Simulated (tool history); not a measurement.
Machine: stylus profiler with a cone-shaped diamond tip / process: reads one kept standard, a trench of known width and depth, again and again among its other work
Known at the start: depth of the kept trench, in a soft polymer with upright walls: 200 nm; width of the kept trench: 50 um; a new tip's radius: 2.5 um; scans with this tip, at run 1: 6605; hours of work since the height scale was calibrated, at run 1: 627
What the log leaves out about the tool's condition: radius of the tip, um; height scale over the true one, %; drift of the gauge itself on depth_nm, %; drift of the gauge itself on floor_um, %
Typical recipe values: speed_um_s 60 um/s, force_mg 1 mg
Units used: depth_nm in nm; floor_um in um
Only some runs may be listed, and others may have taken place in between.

run   hour  speed_um_s  force_mg  scans with this tip  hours of work since the height scale was calibrated  depth_nm  floor_um
  1      0          60         1                 6605                                                  627    201.86     47.09
  2   10.9          60         1                 6693                                                  635    201.87     47.07
  3   30.9          60         1                 6855                                                  650    201.89     47.06
  4   47.6          60         1                 6991                                                  663    201.91     47.06
  5   68.1          60         1                 7157                                                  679    201.91     47.04
  6     86          60         1                 7301                                                  693    201.91     47.01
  7  106.9          60         1                 7471                                                  709    201.87        47
  8  118.9          60      1.84                 7568                                                  718    202.71     47.13
  9  133.3          60      1.84                 7685                                                  729    202.69     47.11
 10  150.8          60      1.84                 7827                                                  743    202.71     47.08
 11  175.3          60      1.84                 8025                                                  761    202.76     47.09
 12  194.7          71      1.84                 8182                                                  776    202.74     46.95
 13    207          71      1.84                 8282                                                  786    202.71     46.98
 14  221.7          71      1.84                 8401                                                  797    202.77     46.93
 15  237.1          71      1.84                 8526                                                  809    202.72     46.99
 16  252.5          60         1                 8650                                                  821    201.95     46.92
 17  266.3          60         1                 8762                                                  831    201.95     46.96
 18  277.6          60         1                 8854                                                  840    201.91     46.91
 19  302.1          54         1                 9052                                                  859    201.92     46.91
 20  317.6          19         1                 9178                                                  871    201.95     47.11
 21  337.3          19         1                 9337                                                  886    201.96     47.11
 22  357.2          19         1                 9498                                                  901    201.96     47.09
 23  378.1          60      0.65                 9668                                                  917    201.56     46.79
 24  395.6          60      0.65                 9810                                                  931    201.57     46.71
 25  406.1          60      0.37                 9894                                                  939    201.19     46.62
 26  417.2          37      2.01                 9985                                                  947    202.95     47.07
 27  436.2          60       1.1                10138                                                  962     202.1     46.83
 28  451.2          68      0.47                10260                                                  973    201.36     46.61
 29  466.5         103      0.46                10384                                                  985    201.32     46.19
 30  485.4         103      0.46                10537                                                 1000    201.32      46.2
 31  501.8          28      2.77                10670                                                 1012    203.54     47.05
     522.2  -- height scale calibrated on a step standard
 32  527.7          28      2.77                10876                                                    4    203.19     47.02
 33    545         113      0.59                11016                                                   17    201.11      46.2
 34  558.4          88      0.55                11125                                                   28    201.07     46.35
 35  581.7          88      0.55                11313                                                   46    201.09     46.31
 36  604.6          91      2.81                11499                                                   63    203.21     46.77
 37  627.5          91      2.81                11684                                                   81    203.29     46.72
 38  652.1          46      1.42                11883                                                  100    202.08     46.84
 39  666.1          46      1.42                11997                                                  111    202.02     46.87
 40  681.6          54      0.91                12123                                                  123    201.52     46.72
 41  692.1          34      0.36                12208                                                  131    200.86     46.74
 42  717.5          34      0.36                12413                                                  150    200.85     46.64
 43  735.6          34      0.36                12560                                                  164    200.83     46.68
 44  756.5          50      1.39                12730                                                  180    202.03     46.78
 45  770.6         151      0.45                12844                                                  191    200.99     45.46
 46  782.1         151      0.45                12937                                                  200    201.02     45.52
 47  800.9          24      1.27                13089                                                  214    201.94     46.89

Forecast each of these 4 alternatives for the next run:
  A  826.1          15      1.27                13293                                                  234         ?         ?
  B  826.1          80      0.96                13293                                                  234         ?         ?
  C  826.1          23       1.4                13293                                                  234         ?         ?
  D  826.1         161      1.95                13293                                                  234         ?         ?

run  depth_nm  floor_um
  A    201.99     46.87
  B    201.62     46.49
  C    202.08     46.84
  D    202.58     46.26
The same runs, with their run-to-run variation unchanged, on a tool lacking any hidden condition would have given:
run  depth_nm  floor_um
  A    201.93     47.92
  B    201.57     47.54
  C    202.02      47.9
  D    202.52     47.32

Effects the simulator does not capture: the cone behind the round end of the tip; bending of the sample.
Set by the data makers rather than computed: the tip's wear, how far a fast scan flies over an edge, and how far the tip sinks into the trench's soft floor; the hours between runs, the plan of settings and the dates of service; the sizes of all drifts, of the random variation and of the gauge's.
